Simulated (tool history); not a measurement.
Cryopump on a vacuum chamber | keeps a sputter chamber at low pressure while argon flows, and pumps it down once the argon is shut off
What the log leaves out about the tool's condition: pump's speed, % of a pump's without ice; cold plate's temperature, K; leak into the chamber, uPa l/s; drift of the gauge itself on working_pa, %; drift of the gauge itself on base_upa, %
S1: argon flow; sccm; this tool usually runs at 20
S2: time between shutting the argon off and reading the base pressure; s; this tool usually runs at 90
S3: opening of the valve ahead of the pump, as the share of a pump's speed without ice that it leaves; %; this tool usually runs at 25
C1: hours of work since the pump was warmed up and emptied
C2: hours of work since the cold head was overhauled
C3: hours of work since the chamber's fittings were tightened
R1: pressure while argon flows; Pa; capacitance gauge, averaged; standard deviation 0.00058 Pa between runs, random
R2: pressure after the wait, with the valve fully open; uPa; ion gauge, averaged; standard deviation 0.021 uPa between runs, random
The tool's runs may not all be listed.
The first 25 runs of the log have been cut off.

run	hour	S1	S2	S3	C1	C2	C3	R1	R2
# hour 2027.2: pump warmed up, emptied and cooled again
26	2129.2	37	184	28	68	4245	568	0.1201	1.3
27	2226.5	18	169	39	134	4310	634	0.0422	1.47
28	2340.7	18	169	39	210	4386	710	0.0433	1.68
29	2428.8	33	149	18	269	4446	769	0.1676	1.76
30	2513.3	10	90	19	326	4502	826	0.0485	1.96
31	2570.2	8	81	24	364	4540	864	0.0297	2.21
32	2645.9	30	90	24	415	4591	915	0.1155	2.28
33	2718.1	9	90	47	463	4640	963	0.0189	2.43
34	2800.3	9	90	47	519	4695	1019	0.0175	2.51

Below are 4 alternative next runs, each starting from the tool's condition after run 34. Predict each:
# hour 2835.8: leaking fittings of the chamber tightened, without venting
A	2858.4	20	117	25	556	4732	15	?	?
# hour 2835.8: leaking fittings of the chamber tightened, without venting
B	2858.4	20	45	39	556	4732	15	?	?
# hour 2835.8: leaking fittings of the chamber tightened, without venting
C	2858.4	20	49	24	556	4732	15	?	?
# hour 2835.8: leaking fittings of the chamber tightened, without venting
D	2858.4	9	213	18	556	4732	15	?	?

run	R1	R2
A	0.0737	0.36
B	0.049	0.58
C	0.0771	0.56
D	0.0462	0.28
Had the tool no hidden state, the same runs would have come out as:
run	R1	R2
A	0.07	0.29
B	0.0453	0.51
C	0.0735	0.48
D	0.0445	0.2
